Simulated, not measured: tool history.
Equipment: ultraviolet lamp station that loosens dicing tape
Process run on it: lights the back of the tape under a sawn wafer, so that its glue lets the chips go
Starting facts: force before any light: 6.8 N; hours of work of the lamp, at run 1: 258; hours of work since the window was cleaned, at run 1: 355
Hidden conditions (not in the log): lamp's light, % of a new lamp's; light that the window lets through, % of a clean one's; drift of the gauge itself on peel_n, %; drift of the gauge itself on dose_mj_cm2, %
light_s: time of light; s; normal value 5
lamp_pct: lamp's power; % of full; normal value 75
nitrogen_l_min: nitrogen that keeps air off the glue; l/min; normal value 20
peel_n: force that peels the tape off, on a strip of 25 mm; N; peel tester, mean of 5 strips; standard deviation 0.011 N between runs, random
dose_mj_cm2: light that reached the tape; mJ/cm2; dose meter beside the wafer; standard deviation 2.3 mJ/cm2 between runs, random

run	hour	light_s	lamp_pct	nitrogen_l_min	hours of work of the lamp	hours of work since the window was cleaned	peel_n	dose_mj_cm2
1	0	5	75	20	258	355	0.629	194
2	27.4	4	75	20	279	375	0.934	153
3	56.1	4	75	20	301	397	0.936	154
4	83.3	5	97	20	322	418	0.434	242
5	95.2	5	97	20	331	427	0.448	238
6	121.7	5	62	20	351	447	0.955	155
7	149.5	5	75	20	372	468	0.681	181
8	172.5	5	75	20	389	486	0.694	182
9	192	4	75	20	404	501	1.006	144
10	206.9	5	87	20	416	512	0.576	207
11	219.6	5	75	20	425	522	0.715	180
12	236	5	68	13	438	534	1.083	163
13	251.2	5	68	13	449	546	1.136	161
14	269.4	9	70	15	463	560	0.377	296
15	292.6	6	80	21	481	577	0.5	226
16	308.4	6	80	33	493	589	0.415	220
17	327.5	4	66	33	507	604	1.129	116
18	349.5	4	74	20	524	621	1.222	133

Run 19 comes next. What will it give?
19	375.1	4	63	13	544	640	?	?

{"run 19": {"peel_n": 1.842, "dose_mj_cm2": 114}}
With no hidden state in the tool, this same run would have given peel_n 1.231 N, dose_mj_cm2 153 mJ/cm2.
